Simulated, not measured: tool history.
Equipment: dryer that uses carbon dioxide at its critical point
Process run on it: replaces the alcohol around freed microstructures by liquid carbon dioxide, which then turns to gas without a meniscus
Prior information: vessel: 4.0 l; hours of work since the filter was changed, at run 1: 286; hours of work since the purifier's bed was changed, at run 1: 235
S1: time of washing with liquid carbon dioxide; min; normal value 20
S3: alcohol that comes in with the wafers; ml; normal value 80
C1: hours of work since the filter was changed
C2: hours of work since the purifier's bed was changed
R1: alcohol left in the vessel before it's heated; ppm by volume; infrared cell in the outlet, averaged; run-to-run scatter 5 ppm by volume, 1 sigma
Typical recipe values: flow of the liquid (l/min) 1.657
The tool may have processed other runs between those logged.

run 1 hour=0.0 | S1=20 flow_of_the_liquid_(l/min)=1.657 S3=80 | C1=286 C2=235 | R1=50
run 2 hour=41.3 | S1=20 flow_of_the_liquid_(l/min)=1.657 S3=80 | C1=302 C2=252 | R1=54
run 3 hour=64.3 | S1=20 flow_of_the_liquid_(l/min)=2.500 S3=80 | C1=312 C2=261 | R1=42
run 4 hour=115.5 | S1=20 flow_of_the_liquid_(l/min)=2.500 S3=80 | C1=332 C2=282 | R1=41
run 5 hour=149.4 | S1=20 flow_of_the_liquid_(l/min)=2.500 S3=80 | C1=346 C2=296 | R1=55
run 6 hour=185.7 | S1=20 flow_of_the_liquid_(l/min)=2.500 S3=80 | C1=361 C2=310 | R1=38
run 7 hour=234.0 | S1=20 flow_of_the_liquid_(l/min)=1.657 S3=80 | C1=380 C2=330 | R1=61
run 8 hour=256.5 | S1=20 flow_of_the_liquid_(l/min)=1.657 S3=80 | C1=389 C2=339 | R1=59
run 9 hour=278.0 | S1=22 flow_of_the_liquid_(l/min)=1.730 S3=80 | C1=398 C2=348 | R1=58
-- hour=309.6 inlet filter changed
run 10 hour=313.5 | S1=25 flow_of_the_liquid_(l/min)=2.080 S3=80 | C1=2 C2=362 | R1=52
run 11 hour=354.3 | S1=25 flow_of_the_liquid_(l/min)=2.080 S3=80 | C1=18 C2=378 | R1=51
run 12 hour=404.6 | S1=25 flow_of_the_liquid_(l/min)=1.660 S3=27 | C1=38 C2=398 | R1=61
run 13 hour=441.8 | S1=16 flow_of_the_liquid_(l/min)=1.020 S3=51 | C1=53 C2=413 | R1=267
run 14 hour=494.3 | S1=20 flow_of_the_liquid_(l/min)=2.200 S3=80 | C1=75 C2=435 | R1=66
run 15 hour=538.9 | S1=20 flow_of_the_liquid_(l/min)=2.200 S3=80 | C1=93 C2=453 | R1=74
run 16 hour=576.1 | S1=28 flow_of_the_liquid_(l/min)=2.230 S3=80 | C1=108 C2=468 | R1=66

Alternative continuations, all from the tool just after run 16; predict every row:
run A hour=625.8 | S1=28 flow_of_the_liquid_(l/min)=2.230 S3=80 | C1=128 C2=488 | R1=?
run B hour=625.8 | S1=22 flow_of_the_liquid_(l/min)=1.657 S3=80 | C1=128 C2=488 | R1=?
run C hour=625.8 | S1=16 flow_of_the_liquid_(l/min)=1.220 S3=89 | C1=128 C2=488 | R1=?
run D hour=625.8 | S1=23 flow_of_the_liquid_(l/min)=2.170 S3=80 | C1=128 C2=488 | R1=?
run E hour=625.8 | S1=13 flow_of_the_liquid_(l/min)=1.230 S3=80 | C1=128 C2=488 | R1=?

run=A R1=72
run=B R1=75
run=C R1=256
run=D R1=77
run=E R1=466
Without the tool's unlogged condition, the same runs would have read:
run=A R1=5
run=B R1=8
run=C R1=169
run=D R1=11
run=E R1=360
